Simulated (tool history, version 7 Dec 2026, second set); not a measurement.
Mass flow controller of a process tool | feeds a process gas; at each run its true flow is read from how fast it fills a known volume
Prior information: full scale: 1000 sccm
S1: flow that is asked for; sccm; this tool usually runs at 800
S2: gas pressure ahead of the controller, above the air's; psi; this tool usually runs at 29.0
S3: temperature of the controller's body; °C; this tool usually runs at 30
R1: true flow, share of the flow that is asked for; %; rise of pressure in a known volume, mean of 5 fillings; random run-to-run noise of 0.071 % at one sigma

run 1 hour=0.0 | S1=800 S2=29.0 S3=30 | R1=99.55
run 2 hour=34.8 | S1=691 S2=29.0 S3=30 | R1=99.36
run 3 hour=106.6 | S1=800 S2=29.0 S3=20 | R1=99.40
run 4 hour=153.1 | S1=800 S2=29.0 S3=20 | R1=99.60
run 5 hour=202.4 | S1=800 S2=29.0 S3=20 | R1=99.75
run 6 hour=254.7 | S1=800 S2=29.0 S3=20 | R1=99.85
run 7 hour=329.2 | S1=800 S2=29.0 S3=22 | R1=99.99
run 8 hour=378.8 | S1=800 S2=29.0 S3=28 | R1=100.24
run 9 hour=445.0 | S1=800 S2=29.0 S3=30 | R1=100.44
run 10 hour=512.6 | S1=800 S2=29.4 S3=30 | R1=100.60
run 11 hour=564.2 | S1=800 S2=29.4 S3=30 | R1=100.67
run 12 hour=631.6 | S1=553 S2=35.7 S3=21 | R1=99.69
run 13 hour=693.9 | S1=800 S2=29.0 S3=36 | R1=100.92
run 14 hour=736.6 | S1=242 S2=29.0 S3=28 | R1=99.37
run 15 hour=792.6 | S1=242 S2=33.5 S3=22 | R1=99.26

Expected results for the next run?
run 16 hour=825.8 | S1=657 S2=24.7 S3=38 | R1=?

{"run 16": {"R1": 101.04}}
Had the tool carried no hidden state, the very same run would have given R1 99.46 %.
